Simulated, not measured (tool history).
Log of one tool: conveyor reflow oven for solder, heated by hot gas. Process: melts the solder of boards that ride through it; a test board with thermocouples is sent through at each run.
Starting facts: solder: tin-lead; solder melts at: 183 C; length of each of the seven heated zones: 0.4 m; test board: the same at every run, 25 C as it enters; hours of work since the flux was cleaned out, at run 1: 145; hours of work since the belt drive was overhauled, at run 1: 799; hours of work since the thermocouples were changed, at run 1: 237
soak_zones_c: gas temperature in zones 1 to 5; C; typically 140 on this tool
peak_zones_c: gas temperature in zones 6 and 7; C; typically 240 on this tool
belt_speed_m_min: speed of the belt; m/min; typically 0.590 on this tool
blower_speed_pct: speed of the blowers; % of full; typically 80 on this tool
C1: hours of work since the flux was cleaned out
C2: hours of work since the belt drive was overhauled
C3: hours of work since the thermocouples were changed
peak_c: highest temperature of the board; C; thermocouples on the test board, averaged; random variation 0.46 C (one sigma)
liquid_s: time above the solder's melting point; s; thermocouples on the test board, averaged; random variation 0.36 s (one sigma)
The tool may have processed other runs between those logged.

run 1 day=0.000 | soak_zones_c=140 peak_zones_c=240 belt_speed_m_min=0.590 blower_speed_pct=80 | C1=145 C2=799 C3=237 | peak_c=224.4 liquid_s=68.6
run 2 day=1.054 | soak_zones_c=140 peak_zones_c=240 belt_speed_m_min=0.590 blower_speed_pct=80 | C1=159 C2=813 C3=251 | peak_c=224.0 liquid_s=68.8
run 3 day=2.562 | soak_zones_c=140 peak_zones_c=240 belt_speed_m_min=0.710 blower_speed_pct=80 | C1=179 C2=834 C3=272 | peak_c=218.3 liquid_s=52.4
-- day=4.071 flux residue cleaned out of gas plates and filters
run 4 day=4.071 | soak_zones_c=140 peak_zones_c=234 belt_speed_m_min=0.710 blower_speed_pct=80 | C1=0 C2=851 C3=289 | peak_c=212.0 liquid_s=48.0
run 5 day=5.317 | soak_zones_c=140 peak_zones_c=234 belt_speed_m_min=0.710 blower_speed_pct=80 | C1=17 C2=868 C3=306 | peak_c=213.0 liquid_s=48.0
run 6 day=6.750 | soak_zones_c=140 peak_zones_c=234 belt_speed_m_min=0.710 blower_speed_pct=80 | C1=36 C2=888 C3=325 | peak_c=212.9 liquid_s=47.8
run 7 day=8.292 | soak_zones_c=140 peak_zones_c=234 belt_speed_m_min=0.710 blower_speed_pct=80 | C1=57 C2=909 C3=346 | peak_c=211.7 liquid_s=47.3
-- day=8.662 flux residue cleaned out of gas plates and filters, once more
run 8 day=9.571 | soak_zones_c=140 peak_zones_c=238 belt_speed_m_min=0.590 blower_speed_pct=80 | C1=12 C2=923 C3=361 | peak_c=223.1 liquid_s=69.5
run 9 day=11.038 | soak_zones_c=140 peak_zones_c=240 belt_speed_m_min=0.590 blower_speed_pct=80 | C1=32 C2=943 C3=381 | peak_c=226.2 liquid_s=69.5
run 10 day=12.725 | soak_zones_c=140 peak_zones_c=240 belt_speed_m_min=0.590 blower_speed_pct=80 | C1=55 C2=966 C3=404 | peak_c=226.1 liquid_s=70.2
run 11 day=13.554 | soak_zones_c=140 peak_zones_c=254 belt_speed_m_min=0.590 blower_speed_pct=80 | C1=66 C2=977 C3=415 | peak_c=238.8 liquid_s=76.7
run 12 day=14.617 | soak_zones_c=140 peak_zones_c=254 belt_speed_m_min=0.590 blower_speed_pct=80 | C1=81 C2=992 C3=429 | peak_c=238.1 liquid_s=76.8
run 13 day=16.104 | soak_zones_c=139 peak_zones_c=240 belt_speed_m_min=0.590 blower_speed_pct=86 | C1=101 C2=1012 C3=449 | peak_c=227.4 liquid_s=69.4
run 14 day=17.846 | soak_zones_c=132 peak_zones_c=249 belt_speed_m_min=0.477 blower_speed_pct=72 | C1=124 C2=1035 C3=473 | peak_c=236.5 liquid_s=90.3
run 15 day=19.542 | soak_zones_c=132 peak_zones_c=245 belt_speed_m_min=0.477 blower_speed_pct=72 | C1=147 C2=1058 C3=496 | peak_c=233.0 liquid_s=88.6
run 16 day=21.154 | soak_zones_c=132 peak_zones_c=238 belt_speed_m_min=0.477 blower_speed_pct=79 | C1=169 C2=1080 C3=518 | peak_c=226.8 liquid_s=84.8
run 17 day=22.517 | soak_zones_c=132 peak_zones_c=236 belt_speed_m_min=0.477 blower_speed_pct=81 | C1=188 C2=1099 C3=536 | peak_c=225.2 liquid_s=83.8
-- day=23.271 flux residue cleaned out of gas plates and filters
run 18 day=24.350 | soak_zones_c=132 peak_zones_c=236 belt_speed_m_min=0.477 blower_speed_pct=81 | C1=15 C2=1121 C3=558 | peak_c=226.9 liquid_s=85.0
run 19 day=25.767 | soak_zones_c=142 peak_zones_c=236 belt_speed_m_min=0.477 blower_speed_pct=59 | C1=34 C2=1140 C3=578 | peak_c=222.8 liquid_s=85.3
run 20 day=26.917 | soak_zones_c=142 peak_zones_c=236 belt_speed_m_min=0.477 blower_speed_pct=59 | C1=49 C2=1155 C3=593 | peak_c=223.1 liquid_s=85.1
run 21 day=27.700 | soak_zones_c=136 peak_zones_c=240 belt_speed_m_min=0.590 blower_speed_pct=75 | C1=60 C2=1166 C3=604 | peak_c=223.8 liquid_s=66.8
run 22 day=29.354 | soak_zones_c=136 peak_zones_c=240 belt_speed_m_min=0.590 blower_speed_pct=75 | C1=82 C2=1188 C3=626 | peak_c=223.4 liquid_s=67.4
run 23 day=30.058 | soak_zones_c=140 peak_zones_c=238 belt_speed_m_min=0.590 blower_speed_pct=76 | C1=92 C2=1198 C3=636 | peak_c=221.7 liquid_s=67.5

Here are 3 independent what-if runs from the current tool condition. What would each one return?
run A day=31.050 | soak_zones_c=140 peak_zones_c=238 belt_speed_m_min=0.590 blower_speed_pct=66 | C1=105 C2=1211 C3=649 | peak_c=? liquid_s=?
run B day=31.050 | soak_zones_c=138 peak_zones_c=240 belt_speed_m_min=0.645 blower_speed_pct=67 | C1=105 C2=1211 C3=649 | peak_c=? liquid_s=?
run C day=31.050 | soak_zones_c=153 peak_zones_c=238 belt_speed_m_min=0.548 blower_speed_pct=50 | C1=105 C2=1211 C3=649 | peak_c=? liquid_s=?

run=A peak_c=219.9 liquid_s=65.2
run=B peak_c=219.0 liquid_s=57.1
run=C peak_c=219.5 liquid_s=76.5
With the hidden condition removed and each run's random variation left untouched, the same runs would have given:
run=A peak_c=222.5 liquid_s=65.8
run=B peak_c=221.6 liquid_s=57.9
run=C peak_c=221.7 liquid_s=76.7

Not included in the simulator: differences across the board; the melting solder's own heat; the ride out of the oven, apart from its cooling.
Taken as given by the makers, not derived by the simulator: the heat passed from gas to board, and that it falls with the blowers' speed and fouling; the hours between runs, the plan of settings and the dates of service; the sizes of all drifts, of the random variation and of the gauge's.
